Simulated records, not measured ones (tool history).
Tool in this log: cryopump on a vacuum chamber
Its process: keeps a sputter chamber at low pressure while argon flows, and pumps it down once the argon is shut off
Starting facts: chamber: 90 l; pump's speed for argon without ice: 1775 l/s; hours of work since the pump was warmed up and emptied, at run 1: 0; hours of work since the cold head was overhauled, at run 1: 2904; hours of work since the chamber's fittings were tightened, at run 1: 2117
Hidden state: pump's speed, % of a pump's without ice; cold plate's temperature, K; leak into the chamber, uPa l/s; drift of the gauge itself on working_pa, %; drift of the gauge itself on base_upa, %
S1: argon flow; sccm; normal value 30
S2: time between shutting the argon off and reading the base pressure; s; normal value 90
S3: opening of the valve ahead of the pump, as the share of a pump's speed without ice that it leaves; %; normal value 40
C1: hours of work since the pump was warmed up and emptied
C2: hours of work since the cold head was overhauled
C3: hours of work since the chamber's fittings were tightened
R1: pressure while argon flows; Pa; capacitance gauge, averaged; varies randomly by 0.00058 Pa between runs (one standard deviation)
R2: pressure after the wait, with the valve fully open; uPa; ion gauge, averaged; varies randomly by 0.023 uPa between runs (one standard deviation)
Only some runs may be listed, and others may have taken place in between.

run 1 day=0.000 | S1=30 S2=90 S3=40 | C1=0 C2=2904 C3=2117 | R1=0.0724 R2=2.93
run 2 day=2.225 | S1=30 S2=90 S3=40 | C1=37 C2=2941 C3=2154 | R1=0.0742 R2=3.04
run 3 day=5.888 | S1=30 S2=90 S3=40 | C1=99 C2=3003 C3=2215 | R1=0.0756 R2=3.31
run 4 day=8.642 | S1=30 S2=90 S3=40 | C1=145 C2=3049 C3=2261 | R1=0.0777 R2=3.53
-- day=9.846 leaking fittings of the chamber tightened, without venting
run 5 day=11.033 | S1=30 S2=90 S3=40 | C1=183 C2=3087 C3=20 | R1=0.0797 R2=0.90
run 6 day=14.042 | S1=36 S2=45 S3=40 | C1=234 C2=3138 C3=70 | R1=0.0988 R2=1.64
run 7 day=17.383 | S1=12 S2=90 S3=39 | C1=290 C2=3194 C3=126 | R1=0.0353 R2=1.07
-- day=19.625 pump warmed up, emptied and cooled again
run 8 day=21.433 | S1=35 S2=118 S3=19 | C1=30 C2=3258 C3=190 | R1=0.1766 R2=0.89
run 9 day=23.467 | S1=35 S2=118 S3=19 | C1=64 C2=3292 C3=224 | R1=0.1800 R2=0.94
run 10 day=26.471 | S1=35 S2=220 S3=23 | C1=115 C2=3342 C3=275 | R1=0.1514 R2=0.78

Predict each of these 3 candidate next runs independently; none follows another, all start after run 10:
run A day=30.225 | S1=35 S2=29 S3=58 | C1=177 C2=3405 C3=338 | R1=? R2=?
run B day=30.225 | S1=17 S2=237 S3=39 | C1=177 C2=3405 C3=338 | R1=? R2=?
run C day=30.225 | S1=30 S2=80 S3=40 | C1=177 C2=3405 C3=338 | R1=? R2=?

run=A R1=0.0667 R2=2.53
run=B R1=0.0460 R2=0.92
run=C R1=0.0792 R2=1.35
With the hidden condition removed and each run's random variation left untouched, the same runs would have given:
run=A R1=0.0571 R2=2.07
run=B R1=0.0414 R2=0.43
run=C R1=0.0711 R2=0.87
